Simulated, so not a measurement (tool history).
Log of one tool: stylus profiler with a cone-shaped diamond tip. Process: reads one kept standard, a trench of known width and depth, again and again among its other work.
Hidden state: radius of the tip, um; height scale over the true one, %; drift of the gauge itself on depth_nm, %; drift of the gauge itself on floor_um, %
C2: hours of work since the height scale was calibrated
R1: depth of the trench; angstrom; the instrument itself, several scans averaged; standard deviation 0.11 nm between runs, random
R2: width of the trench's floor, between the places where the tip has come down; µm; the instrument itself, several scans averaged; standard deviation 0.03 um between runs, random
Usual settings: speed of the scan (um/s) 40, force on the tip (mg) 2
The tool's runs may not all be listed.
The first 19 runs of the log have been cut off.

{"run": 20, "hour": 1472.3, "speed of the scan (um/s)": 45, "force on the tip (mg)": 0.84, "scans with this tip": 1042, "C2": 79, "R1": 5018.1, "R2": 16.46}
{"run": 21, "hour": 1539.0, "speed of the scan (um/s)": 97, "force on the tip (mg)": 0.78, "scans with this tip": 1419, "C2": 108, "R1": 5017.4, "R2": 16.03}
{"run": 22, "hour": 1589.2, "speed of the scan (um/s)": 92, "force on the tip (mg)": 3.38, "scans with this tip": 1704, "C2": 129, "R1": 5041.3, "R2": 16.27}
{"run": 23, "hour": 1680.5, "speed of the scan (um/s)": 22, "force on the tip (mg)": 1.02, "scans with this tip": 2221, "C2": 168, "R1": 5017.6, "R2": 16.19}
{"hour": 1764.9, "done": "height scale calibrated on a step standard, once more"}
{"run": 24, "hour": 1794.9, "speed of the scan (um/s)": 22, "force on the tip (mg)": 1.02, "scans with this tip": 2866, "C2": 13, "R1": 5018.3, "R2": 16.02}
{"run": 25, "hour": 1842.8, "speed of the scan (um/s)": 36, "force on the tip (mg)": 0.82, "scans with this tip": 3138, "C2": 33, "R1": 5014.3, "R2": 15.85}
{"run": 26, "hour": 1924.8, "speed of the scan (um/s)": 20, "force on the tip (mg)": 3.54, "scans with this tip": 3602, "C2": 69, "R1": 5041.1, "R2": 15.84}
{"run": 27, "hour": 2034.4, "speed of the scan (um/s)": 13, "force on the tip (mg)": 0.99, "scans with this tip": 4223, "C2": 116, "R1": 5016.2, "R2": 15.64}
{"run": 28, "hour": 2122.8, "speed of the scan (um/s)": 39, "force on the tip (mg)": 0.69, "scans with this tip": 4724, "C2": 154, "R1": 5013.2, "R2": 15.39}
{"run": 29, "hour": 2231.9, "speed of the scan (um/s)": 16, "force on the tip (mg)": 1.69, "scans with this tip": 5342, "C2": 200, "R1": 5021.1, "R2": 15.39}
{"run": 30, "hour": 2338.4, "speed of the scan (um/s)": 35, "force on the tip (mg)": 2.86, "scans with this tip": 5945, "C2": 246, "R1": 5031.8, "R2": 15.19}
{"run": 31, "hour": 2434.7, "speed of the scan (um/s)": 11, "force on the tip (mg)": 1.29, "scans with this tip": 6490, "C2": 287, "R1": 5015.8, "R2": 15.13}
{"run": 32, "hour": 2531.6, "speed of the scan (um/s)": 28, "force on the tip (mg)": 2, "scans with this tip": 7039, "C2": 329, "R1": 5022.8, "R2": 14.95}
{"run": 33, "hour": 2624.1, "speed of the scan (um/s)": 40, "force on the tip (mg)": 1.4, "scans with this tip": 7563, "C2": 369, "R1": 5017.6, "R2": 14.76}
{"run": 34, "hour": 2691.8, "speed of the scan (um/s)": 14, "force on the tip (mg)": 0.68, "scans with this tip": 7947, "C2": 398, "R1": 5007.1, "R2": 14.73}
{"run": 35, "hour": 2786.2, "speed of the scan (um/s)": 16, "force on the tip (mg)": 1.12, "scans with this tip": 8482, "C2": 438, "R1": 5011.9, "R2": 14.64}
{"run": 36, "hour": 2896.7, "speed of the scan (um/s)": 75, "force on the tip (mg)": 2, "scans with this tip": 9108, "C2": 486, "R1": 5020.7, "R2": 14.38}
{"run": 37, "hour": 3005.5, "speed of the scan (um/s)": 67, "force on the tip (mg)": 4.19, "scans with this tip": 9724, "C2": 532, "R1": 5038, "R2": 14.3}

Consider 5 possible next runs. They are alternatives, not a sequence: every one starts from the tool as it was left by run 37. What does each give?
{"run": "A", "hour": 3066.4, "speed of the scan (um/s)": 59, "force on the tip (mg)": 0.87, "scans with this tip": 10069, "C2": 558, "R1": "?", "R2": "?"}
{"run": "B", "hour": 3066.4, "speed of the scan (um/s)": 19, "force on the tip (mg)": 1.97, "scans with this tip": 10069, "C2": 558, "R1": "?", "R2": "?"}
{"run": "C", "hour": 3066.4, "speed of the scan (um/s)": 40, "force on the tip (mg)": 0.93, "scans with this tip": 10069, "C2": 558, "R1": "?", "R2": "?"}
{"run": "D", "hour": 3066.4, "speed of the scan (um/s)": 23, "force on the tip (mg)": 2.34, "scans with this tip": 10069, "C2": 558, "R1": "?", "R2": "?"}
{"run": "E", "hour": 3066.4, "speed of the scan (um/s)": 71, "force on the tip (mg)": 1.19, "scans with this tip": 10069, "C2": 558, "R1": "?", "R2": "?"}

run=A R1=5006.9 R2=14.08
run=B R1=5018.4 R2=14.37
run=C R1=5006.4 R2=14.2
run=D R1=5023.4 R2=14.29
run=E R1=5010.3 R2=14.05
Without the tool's unlogged condition, the same runs would have read:
run=A R1=5017.4 R2=16.69
run=B R1=5028.9 R2=16.98
run=C R1=5016.8 R2=16.81
run=D R1=5033.9 R2=16.9
run=E R1=5020.7 R2=16.66

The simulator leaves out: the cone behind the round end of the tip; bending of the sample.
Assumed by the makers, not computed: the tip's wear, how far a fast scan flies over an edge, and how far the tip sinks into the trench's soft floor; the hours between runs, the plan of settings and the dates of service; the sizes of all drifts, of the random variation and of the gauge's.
